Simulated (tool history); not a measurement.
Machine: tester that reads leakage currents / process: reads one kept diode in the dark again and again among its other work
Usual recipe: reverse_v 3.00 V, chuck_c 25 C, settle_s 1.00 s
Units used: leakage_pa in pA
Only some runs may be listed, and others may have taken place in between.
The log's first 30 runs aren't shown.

run 31 hour=2062.1 | reverse_v=8.64 chuck_c=23 settle_s=5.83 | leakage_pa=45.91
run 32 hour=2139.9 | reverse_v=8.64 chuck_c=23 settle_s=5.83 | leakage_pa=46.66
run 33 hour=2181.5 | reverse_v=3.00 chuck_c=58 settle_s=1.00 | leakage_pa=577.03
run 34 hour=2267.1 | reverse_v=5.54 chuck_c=28 settle_s=3.97 | leakage_pa=62.21
-- hour=2303.7 chuck's temperature calibrated
run 35 hour=2356.0 | reverse_v=5.54 chuck_c=28 settle_s=3.97 | leakage_pa=69.06
run 36 hour=2402.1 | reverse_v=4.64 chuck_c=28 settle_s=1.98 | leakage_pa=65.52
run 37 hour=2464.1 | reverse_v=4.64 chuck_c=28 settle_s=1.98 | leakage_pa=65.38
run 38 hour=2536.3 | reverse_v=4.64 chuck_c=28 settle_s=1.98 | leakage_pa=65.71
run 39 hour=2622.8 | reverse_v=4.64 chuck_c=28 settle_s=1.98 | leakage_pa=65.89

Branching from run 39: 5 alternative next runs. What would each branch give?
run A hour=2699.5 | reverse_v=1.87 chuck_c=28 settle_s=1.73 | leakage_pa=?
run B hour=2699.5 | reverse_v=16.42 chuck_c=25 settle_s=1.00 | leakage_pa=?
run C hour=2699.5 | reverse_v=4.64 chuck_c=28 settle_s=5.99 | leakage_pa=?
run D hour=2699.5 | reverse_v=18.87 chuck_c=40 settle_s=1.47 | leakage_pa=?
run E hour=2699.5 | reverse_v=3.00 chuck_c=39 settle_s=1.00 | leakage_pa=?

run=A leakage_pa=47.33
run=B leakage_pa=92.34
run=C leakage_pa=65.71
run=D leakage_pa=299.92
run=E leakage_pa=141.06
With the hidden condition removed and each run's random variation left untouched, the same runs would have given:
run=A leakage_pa=46.94
run=B leakage_pa=80.82
run=C leakage_pa=63.48
run=D leakage_pa=291.10
run=E leakage_pa=141.84

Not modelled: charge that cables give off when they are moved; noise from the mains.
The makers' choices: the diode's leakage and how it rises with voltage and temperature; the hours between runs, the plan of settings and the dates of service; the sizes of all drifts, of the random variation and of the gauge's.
